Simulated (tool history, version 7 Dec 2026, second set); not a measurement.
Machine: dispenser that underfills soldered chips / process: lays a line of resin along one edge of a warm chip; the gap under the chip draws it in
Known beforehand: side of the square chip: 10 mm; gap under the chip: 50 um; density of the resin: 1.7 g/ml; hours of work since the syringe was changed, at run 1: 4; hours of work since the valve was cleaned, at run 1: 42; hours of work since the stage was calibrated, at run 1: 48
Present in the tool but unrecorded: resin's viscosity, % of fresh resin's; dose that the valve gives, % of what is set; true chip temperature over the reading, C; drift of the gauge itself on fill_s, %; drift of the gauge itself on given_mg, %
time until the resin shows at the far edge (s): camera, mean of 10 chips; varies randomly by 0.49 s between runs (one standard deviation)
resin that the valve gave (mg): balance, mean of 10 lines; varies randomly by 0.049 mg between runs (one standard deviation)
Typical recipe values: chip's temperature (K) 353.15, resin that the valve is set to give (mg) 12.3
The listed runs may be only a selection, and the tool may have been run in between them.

run	hour	chip's temperature (K)	resin that the valve is set to give (mg)	hours of work since the syringe was changed	hours of work since the valve was cleaned	hours of work since the stage was calibrated	time until the resin shows at the far edge (s)	resin that the valve gave (mg)
1	0.0	353.15	12.3	4	42	48	43.1	12.01
2	3.5	353.15	12.6	7	45	51	46.2	12.31
3	5.7	353.15	12.3	9	47	53	48.0	12.00
# hour 10.2: new syringe of resin
4	10.6	353.15	12.3	0	51	56	39.3	12.03
5	14.0	353.15	12.3	3	53	59	42.6	11.96
6	18.0	367.15	12.3	6	56	62	32.2	12.05
7	22.5	367.15	12.3	10	60	66	35.2	12.01
# hour 25.8: new syringe of resin
8	26.5	353.15	12.3	1	63	69	39.1	11.95
# hour 32.2: dispensing valve cleaned and set on the balance
9	32.2	353.15	12.3	4	0	72	43.0	12.18
10	35.4	353.15	12.3	7	3	75	46.1	12.18
11	40.3	353.15	12.3	11	6	79	52.2	12.24
# hour 42.1: new syringe of resin
12	43.4	353.15	12.3	1	9	81	39.3	12.18
13	48.2	353.15	12.3	5	12	85	45.2	12.15
14	50.8	353.15	12.3	7	14	87	47.2	12.22
15	54.5	347.15	12.3	10	17	90	61.1	12.16
# hour 57.4: new syringe of resin
16	58.9	347.15	12.3	1	21	93	47.4	12.16
17	61.1	347.15	12.3	3	22	95	50.0	12.08
18	65.3	353.15	12.0	6	26	98	47.0	11.81
19	68.1	353.15	12.0	8	28	100	49.3	11.73
# hour 72.9: new syringe of resin
20	73.3	338.15	12.1	0	32	104	61.6	11.84
21	77.8	345.15	11.6	4	35	108	56.8	11.37
22	80.9	357.15	10.8	6	38	110	43.6	10.50
23	84.3	364.15	14.0	9	40	113	37.4	13.66
24	86.5	364.15	14.0	11	42	114	39.4	13.70
# hour 88.2: new syringe of resin
25	89.4	353.15	12.7	1	44	116	40.7	12.34
26	93.5	343.15	15.8	4	47	120	56.9	15.41
27	98.0	350.15	11.7	8	51	123	53.7	11.37
28	100.9	349.15	15.1	10	53	125	57.1	14.59
# hour 103.7: new syringe of resin
29	105.5	354.15	15.3	1	56	129	37.6	14.78
30	110.1	342.15	12.0	5	60	132	63.1	11.57
31	114.0	363.15	12.3	8	63	136	37.0	11.79
32	116.4	363.15	12.3	10	65	137	39.8	11.96
# hour 119.3: dispensing valve cleaned and set on the balance
# hour 120.2: new syringe of resin
33	120.4	341.15	11.8	0	1	140	53.6	11.85
34	124.0	353.15	10.7	3	3	142	43.9	10.72
35	126.5	350.15	11.7	5	5	144	48.2	11.69
36	131.1	351.15	12.3	9	9	148	52.8	12.26
37	133.8	351.15	12.3	11	11	150	55.3	12.33

Here are 3 independent what-if runs from the current tool condition. What would each one return?
# hour 135.6: new syringe of resin
A	136.2	365.15	14.1	0	13	152	?	?
# hour 135.6: new syringe of resin
B	136.2	351.15	12.8	0	13	152	?	?
# hour 135.6: new syringe of resin
C	136.2	342.15	10.9	0	13	152	?	?

run	time until the resin shows at the far edge (s)	resin that the valve gave (mg)
A	27.7	14.12
B	40.8	12.67
C	54.5	10.97
With no hidden state in the tool, these same runs would have given:
run	time until the resin shows at the far edge (s)	resin that the valve gave (mg)
A	27.4	14.20
B	40.5	12.74
C	54.1	11.03
